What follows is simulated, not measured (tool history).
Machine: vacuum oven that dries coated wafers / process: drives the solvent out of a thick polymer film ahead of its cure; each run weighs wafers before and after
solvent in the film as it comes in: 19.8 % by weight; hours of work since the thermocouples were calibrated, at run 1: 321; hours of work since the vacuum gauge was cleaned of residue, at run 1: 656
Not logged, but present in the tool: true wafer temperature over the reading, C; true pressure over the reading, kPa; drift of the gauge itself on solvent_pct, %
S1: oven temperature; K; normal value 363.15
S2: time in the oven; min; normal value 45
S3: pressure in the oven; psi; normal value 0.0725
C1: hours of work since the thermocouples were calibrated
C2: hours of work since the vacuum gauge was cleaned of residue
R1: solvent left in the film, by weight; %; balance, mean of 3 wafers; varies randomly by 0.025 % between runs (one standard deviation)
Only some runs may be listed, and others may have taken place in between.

Run 1, hour 0: usual settings; C1 321; C2 656. Result: R1 1.12 %.
Run 2, hour 31.4: usual settings; C1 338; C2 673. Result: R1 1.13 %.
Run 3, hour 66.2: usual settings; C1 356; C2 691. Result: R1 1.12 %.
Run 4, hour 101.4: usual settings; C1 375; C2 710. Result: R1 1.1 %.
Run 5, hour 124.1: usual settings; C1 387; C2 722. Result: R1 1.18 %.
Run 6, hour 150.3: usual settings; C1 400; C2 736. Result: R1 1.09 %.
Run 7, hour 176.7: usual settings; C1 414; C2 749. Result: R1 1.11 %.
Run 8, hour 195.8: usual settings; C1 424; C2 759. Result: R1 1.1 %.
Run 9, hour 214.6: usual settings but S3 0.2863 psi; C1 434; C2 769. Result: R1 2.04 %.
Run 10, hour 238.4: usual settings but S3 0.2863 psi; C1 447; C2 782. Result: R1 2.08 %.
Run 11, hour 261.2: usual settings but S3 0.2863 psi; C1 459; C2 794. Result: R1 2.04 %.
Run 12, hour 278.4: usual settings but S3 0.2863 psi; C1 468; C2 803. Result: R1 2.07 %.
Run 13, hour 302: usual settings; C1 480; C2 815. Result: R1 1.14 %.
Run 14, hour 336.5: usual settings but S3 0.0551 psi; C1 498; C2 833. Result: R1 0.98 %.
Run 15, hour 365.3: usual settings but S3 0.0547 psi; C1 513; C2 849. Result: R1 1.04 %.
Run 16, hour 382.3: usual settings but S3 0.0547 psi; C1 522; C2 858. Result: R1 0.98 %.
Run 17, hour 417.4: usual settings but S3 0.0547 psi; C1 541; C2 876. Result: R1 1.01 %.
Run 18, hour 446.4: usual settings; C1 556; C2 891. Result: R1 1.08 %.
Run 19, hour 466.3: usual settings; C1 567; C2 902. Result: R1 1.08 %.
Run 20, hour 482.7: usual settings but S1 367.15 K; C1 575; C2 910. Result: R1 0.63 %.
Run 21, hour 510.1: usual settings but S1 356.15 K; C1 590; C2 925. Result: R1 2.84 %.
Run 22, hour 536.4: usual settings but S1 356.15 K, S3 0.1228 psi; C1 603; C2 939. Result: R1 3.09 %.

The next listed run, before its measurement:
Run 23, hour 560.1: usual settings but S1 367.15 K, S2 30 min, S3 0.2377 psi; C1 616; C2 951. Result: R1 ?.

R1: 1.9 %
The same run, on a tool lacking any hidden state, would have yielded R1 1.97 %.
